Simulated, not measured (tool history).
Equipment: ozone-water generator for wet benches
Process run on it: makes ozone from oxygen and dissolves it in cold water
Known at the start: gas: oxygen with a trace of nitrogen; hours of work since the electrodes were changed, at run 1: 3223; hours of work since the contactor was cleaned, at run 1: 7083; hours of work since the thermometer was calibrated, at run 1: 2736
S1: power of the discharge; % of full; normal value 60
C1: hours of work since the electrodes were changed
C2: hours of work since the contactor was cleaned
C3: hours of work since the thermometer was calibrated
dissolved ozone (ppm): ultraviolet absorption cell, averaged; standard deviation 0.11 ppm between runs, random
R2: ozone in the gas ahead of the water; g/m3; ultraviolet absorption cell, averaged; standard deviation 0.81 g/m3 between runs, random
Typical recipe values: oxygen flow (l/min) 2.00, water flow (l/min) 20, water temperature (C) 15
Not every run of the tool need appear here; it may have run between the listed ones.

run 1 hour=0.0 | S1=60 oxygen_flow_(l/min)=2.00 water_flow_(l/min)=20 water_temperature_(C)=15 | C1=3223 C2=7083 C3=2736 | dissolved_ozone_(ppm)=6.7 R2=121.7
run 2 hour=75.4 | S1=45 oxygen_flow_(l/min)=2.00 water_flow_(l/min)=20 water_temperature_(C)=15 | C1=3288 C2=7148 C3=2801 | dissolved_ozone_(ppm)=5.3 R2=99.9
run 3 hour=232.3 | S1=45 oxygen_flow_(l/min)=2.00 water_flow_(l/min)=20 water_temperature_(C)=15 | C1=3423 C2=7283 C3=2936 | dissolved_ozone_(ppm)=5.4 R2=97.3
run 4 hour=344.5 | S1=45 oxygen_flow_(l/min)=2.00 water_flow_(l/min)=20 water_temperature_(C)=15 | C1=3519 C2=7380 C3=3032 | dissolved_ozone_(ppm)=5.3 R2=98.5
run 5 hour=429.3 | S1=45 oxygen_flow_(l/min)=2.00 water_flow_(l/min)=20 water_temperature_(C)=15 | C1=3592 C2=7453 C3=3105 | dissolved_ozone_(ppm)=5.2 R2=97.7
run 6 hour=533.9 | S1=60 oxygen_flow_(l/min)=2.00 water_flow_(l/min)=17 water_temperature_(C)=15 | C1=3682 C2=7543 C3=3195 | dissolved_ozone_(ppm)=7.7 R2=119.7
run 7 hour=637.6 | S1=60 oxygen_flow_(l/min)=2.00 water_flow_(l/min)=17 water_temperature_(C)=15 | C1=3772 C2=7632 C3=3285 | dissolved_ozone_(ppm)=7.7 R2=118.3
run 8 hour=759.7 | S1=60 oxygen_flow_(l/min)=2.00 water_flow_(l/min)=20 water_temperature_(C)=9 | C1=3877 C2=7737 C3=3390 | dissolved_ozone_(ppm)=6.7 R2=119.6
run 9 hour=840.6 | S1=60 oxygen_flow_(l/min)=2.00 water_flow_(l/min)=20 water_temperature_(C)=9 | C1=3946 C2=7807 C3=3459 | dissolved_ozone_(ppm)=6.7 R2=119.4
run 10 hour=943.6 | S1=60 oxygen_flow_(l/min)=2.00 water_flow_(l/min)=20 water_temperature_(C)=9 | C1=4035 C2=7896 C3=3548 | dissolved_ozone_(ppm)=6.7 R2=119.9
run 11 hour=1076.0 | S1=60 oxygen_flow_(l/min)=2.00 water_flow_(l/min)=20 water_temperature_(C)=9 | C1=4149 C2=8010 C3=3662 | dissolved_ozone_(ppm)=6.8 R2=118.6
run 12 hour=1252.9 | S1=60 oxygen_flow_(l/min)=2.00 water_flow_(l/min)=20 water_temperature_(C)=9 | C1=4301 C2=8162 C3=3814 | dissolved_ozone_(ppm)=6.3 R2=119.1
run 13 hour=1357.0 | S1=60 oxygen_flow_(l/min)=2.00 water_flow_(l/min)=20 water_temperature_(C)=15 | C1=4391 C2=8251 C3=3904 | dissolved_ozone_(ppm)=6.4 R2=118.8
run 14 hour=1445.6 | S1=60 oxygen_flow_(l/min)=2.00 water_flow_(l/min)=20 water_temperature_(C)=15 | C1=4467 C2=8328 C3=3980 | dissolved_ozone_(ppm)=6.3 R2=119.4
run 15 hour=1597.9 | S1=60 oxygen_flow_(l/min)=2.00 water_flow_(l/min)=20 water_temperature_(C)=15 | C1=4598 C2=8459 C3=4111 | dissolved_ozone_(ppm)=6.4 R2=118.1
run 16 hour=1740.5 | S1=60 oxygen_flow_(l/min)=2.00 water_flow_(l/min)=20 water_temperature_(C)=15 | C1=4721 C2=8581 C3=4234 | dissolved_ozone_(ppm)=6.2 R2=117.6
run 17 hour=1872.2 | S1=60 oxygen_flow_(l/min)=2.00 water_flow_(l/min)=20 water_temperature_(C)=15 | C1=4834 C2=8695 C3=4347 | dissolved_ozone_(ppm)=6.2 R2=116.5
run 18 hour=1998.5 | S1=52 oxygen_flow_(l/min)=2.00 water_flow_(l/min)=17 water_temperature_(C)=9 | C1=4943 C2=8803 C3=4456 | dissolved_ozone_(ppm)=7.0 R2=106.4
run 19 hour=2122.8 | S1=75 oxygen_flow_(l/min)=2.79 water_flow_(l/min)=26 water_temperature_(C)=9 | C1=5050 C2=8910 C3=4563 | dissolved_ozone_(ppm)=6.5 R2=123.6
run 20 hour=2253.6 | S1=87 oxygen_flow_(l/min)=2.00 water_flow_(l/min)=28 water_temperature_(C)=11 | C1=5162 C2=9023 C3=4675 | dissolved_ozone_(ppm)=5.7 R2=152.8
-- hour=2275.3 water thermometer calibrated
run 21 hour=2389.7 | S1=87 oxygen_flow_(l/min)=2.00 water_flow_(l/min)=28 water_temperature_(C)=11 | C1=5279 C2=9140 C3=98 | dissolved_ozone_(ppm)=5.4 R2=150.1
run 22 hour=2550.0 | S1=87 oxygen_flow_(l/min)=1.23 water_flow_(l/min)=28 water_temperature_(C)=11 | C1=5417 C2=9278 C3=236 | dissolved_ozone_(ppm)=4.2 R2=177.8
run 23 hour=2691.4 | S1=87 oxygen_flow_(l/min)=1.16 water_flow_(l/min)=19 water_temperature_(C)=11 | C1=5539 C2=9399 C3=358 | dissolved_ozone_(ppm)=6.5 R2=177.8
run 24 hour=2863.5 | S1=45 oxygen_flow_(l/min)=2.00 water_flow_(l/min)=20 water_temperature_(C)=17 | C1=5687 C2=9548 C3=506 | dissolved_ozone_(ppm)=5.0 R2=94.4
run 25 hour=3018.8 | S1=45 oxygen_flow_(l/min)=2.00 water_flow_(l/min)=20 water_temperature_(C)=17 | C1=5821 C2=9681 C3=640 | dissolved_ozone_(ppm)=4.9 R2=94.5
run 26 hour=3199.7 | S1=70 oxygen_flow_(l/min)=1.27 water_flow_(l/min)=29 water_temperature_(C)=18 | C1=5976 C2=9837 C3=796 | dissolved_ozone_(ppm)=3.3 R2=149.1
run 27 hour=3344.3 | S1=70 oxygen_flow_(l/min)=1.27 water_flow_(l/min)=29 water_temperature_(C)=18 | C1=6101 C2=9961 C3=920 | dissolved_ozone_(ppm)=3.4 R2=147.2
-- hour=3478.8 contactor cleaned
run 28 hour=3484.3 | S1=60 oxygen_flow_(l/min)=1.24 water_flow_(l/min)=24 water_temperature_(C)=7 | C1=6218 C2=5 C3=1037 | dissolved_ozone_(ppm)=4.2 R2=132.7
run 29 hour=3647.9 | S1=64 oxygen_flow_(l/min)=1.48 water_flow_(l/min)=24 water_temperature_(C)=10 | C1=6358 C2=145 C3=1178 | dissolved_ozone_(ppm)=4.8 R2=132.7
run 30 hour=3726.0 | S1=66 oxygen_flow_(l/min)=2.00 water_flow_(l/min)=20 water_temperature_(C)=9 | C1=6426 C2=213 C3=1245 | dissolved_ozone_(ppm)=6.9 R2=121.7
run 31 hour=3885.1 | S1=66 oxygen_flow_(l/min)=2.00 water_flow_(l/min)=20 water_temperature_(C)=9 | C1=6563 C2=350 C3=1382 | dissolved_ozone_(ppm)=7.2 R2=120.5
run 32 hour=4030.1 | S1=76 oxygen_flow_(l/min)=1.59 water_flow_(l/min)=27 water_temperature_(C)=7 | C1=6687 C2=474 C3=1507 | dissolved_ozone_(ppm)=4.7 R2=143.2
run 33 hour=4114.5 | S1=76 oxygen_flow_(l/min)=1.59 water_flow_(l/min)=27 water_temperature_(C)=7 | C1=6760 C2=547 C3=1579 | dissolved_ozone_(ppm)=4.8 R2=143.0
run 34 hour=4190.2 | S1=62 oxygen_flow_(l/min)=2.00 water_flow_(l/min)=22 water_temperature_(C)=7 | C1=6825 C2=612 C3=1645 | dissolved_ozone_(ppm)=6.1 R2=114.7

Branching from run 34: 3 alternative next runs. What would each branch give?
run A hour=4333.2 | S1=50 oxygen_flow_(l/min)=2.00 water_flow_(l/min)=20 water_temperature_(C)=15 | C1=6948 C2=735 C3=1768 | dissolved_ozone_(ppm)=? R2=?
run B hour=4333.2 | S1=60 oxygen_flow_(l/min)=2.00 water_flow_(l/min)=20 water_temperature_(C)=9 | C1=6948 C2=735 C3=1768 | dissolved_ozone_(ppm)=? R2=?
run C hour=4333.2 | S1=62 oxygen_flow_(l/min)=1.35 water_flow_(l/min)=23 water_temperature_(C)=13 | C1=6948 C2=735 C3=1768 | dissolved_ozone_(ppm)=? R2=?

run=A dissolved_ozone_(ppm)=5.6 R2=99.6
run=B dissolved_ozone_(ppm)=6.5 R2=113.2
run=C dissolved_ozone_(ppm)=4.6 R2=130.5
Stripped of hidden state, with their random variation kept, the same runs would have yielded:
run=A dissolved_ozone_(ppm)=6.3 R2=110.8
run=B dissolved_ozone_(ppm)=7.5 R2=128.0
run=C dissolved_ozone_(ppm)=5.2 R2=148.2

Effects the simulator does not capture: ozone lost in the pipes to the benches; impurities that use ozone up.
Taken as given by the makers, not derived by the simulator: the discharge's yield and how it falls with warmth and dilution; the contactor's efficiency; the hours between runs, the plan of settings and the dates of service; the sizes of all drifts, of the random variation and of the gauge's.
